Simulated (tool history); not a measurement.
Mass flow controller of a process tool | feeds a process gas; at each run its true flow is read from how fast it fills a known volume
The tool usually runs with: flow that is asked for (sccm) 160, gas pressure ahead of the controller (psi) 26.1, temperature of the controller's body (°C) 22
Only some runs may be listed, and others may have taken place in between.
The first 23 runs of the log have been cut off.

run	hour	flow that is asked for (sccm)	gas pressure ahead of the controller (psi)	temperature of the controller's body (°C)	true flow (%)
24	5399.6	160	21.8	22	95.88
# hour 5483.6: controller's zero set anew, once more
25	5662.2	156	21.2	22	97.02
26	5839.5	28	32.1	27	95.47
27	6115.4	60	21.6	38	94.22
28	6397.0	23	37.7	26	95.51
29	6659.8	172	22.2	22	96.99
30	6905.9	35	36.0	28	95.24
31	7090.8	160	29.7	39	95.34
32	7404.1	160	29.7	39	95.33
33	7630.4	174	20.7	21	96.71
34	7786.7	136	30.5	26	96.28
35	8081.2	94	30.5	26	95.72
36	8281.7	160	29.2	38	95.09
37	8486.2	160	30.2	36	95.28
38	8718.1	160	22.6	40	94.57
39	8889.6	31	34.1	24	94.24
40	9125.7	170	33.8	23	96.72
41	9342.3	110	24.8	21	95.60
42	9607.9	110	24.8	21	95.56
43	9866.8	56	29.7	22	94.67
44	10146.8	160	26.1	30	95.13
45	10418.4	72	26.1	22	94.59
46	10653.8	72	26.1	39	92.98
47	10828.7	72	26.1	39	92.95
48	11066.8	160	20.7	29	94.88

Each row is a separate what-if for the run after 48, all from the same tool condition, not one after another. Results?
A	11369.4	65	25.4	27	?
B	11369.4	160	20.7	23	?
C	11369.4	33	29.7	38	?

run	true flow (%)
A	93.60
B	95.26
C	91.35
Without the tool's unlogged condition, the same runs would have read:
run	true flow (%)
A	98.30
B	99.33
C	97.08

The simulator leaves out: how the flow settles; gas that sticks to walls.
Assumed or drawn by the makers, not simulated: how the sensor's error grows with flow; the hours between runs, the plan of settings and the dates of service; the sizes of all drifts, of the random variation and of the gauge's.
